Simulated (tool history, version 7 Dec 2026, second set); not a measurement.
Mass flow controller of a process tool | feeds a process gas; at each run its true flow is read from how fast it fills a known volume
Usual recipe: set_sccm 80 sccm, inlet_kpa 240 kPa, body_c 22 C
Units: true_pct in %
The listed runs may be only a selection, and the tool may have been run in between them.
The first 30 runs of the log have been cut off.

| run | day | set_sccm | inlet_kpa | body_c | hours of work since the controller was set to zero | hours of work since the controller was changed | true_pct |
|---|---|---|---|---|---|---|---|
| 31 | 93.029 | 29 | 240 | 20 | 1156 | 1156 | 97.23 |
| 32 | 96.862 | 86 | 267 | 27 | 1200 | 1200 | 98.14 |
| 33 | 100.633 | 86 | 182 | 27 | 1243 | 1243 | 98.7 |
| 34 | 104.717 | 86 | 207 | 27 | 1289 | 1289 | 98.57 |
| 35 | 108.5 | 23 | 181 | 34 | 1333 | 1333 | 96.61 |
| 36 | 111.883 | 30 | 181 | 22 | 1371 | 1371 | 97.36 |
| 37 | 114.438 | 85 | 181 | 23 | 1400 | 1400 | 98.85 |
| 38 | 116.975 | 85 | 181 | 23 | 1429 | 1429 | 98.81 |
| 39 | 119.396 | 16 | 198 | 27 | 1457 | 1457 | 97 |
| 40 | 121.271 | 50 | 230 | 27 | 1478 | 1478 | 97.18 |

5 options for the next run, each taken on its own from the tool as it stands now. Forecast them:
| A | 124.546 | 57 | 170 | 33 | 1516 | 1516 | ? |
| B | 124.546 | 80 | 240 | 24 | 1516 | 1516 | ? |
| C | 124.546 | 50 | 230 | 37 | 1516 | 1516 | ? |
| D | 124.546 | 50 | 230 | 30 | 1516 | 1516 | ? |
| E | 124.546 | 27 | 145 | 32 | 1516 | 1516 | ? |

| run | true_pct |
|---|---|
| A | 97.47 |
| B | 98.22 |
| C | 96.53 |
| D | 96.95 |
| E | 96.89 |
With no hidden state in the tool, these same runs would have given:
| run | true_pct |
|---|---|
| A | 98.34 |
| B | 99.17 |
| C | 97.35 |
| D | 97.78 |
| E | 97.42 |
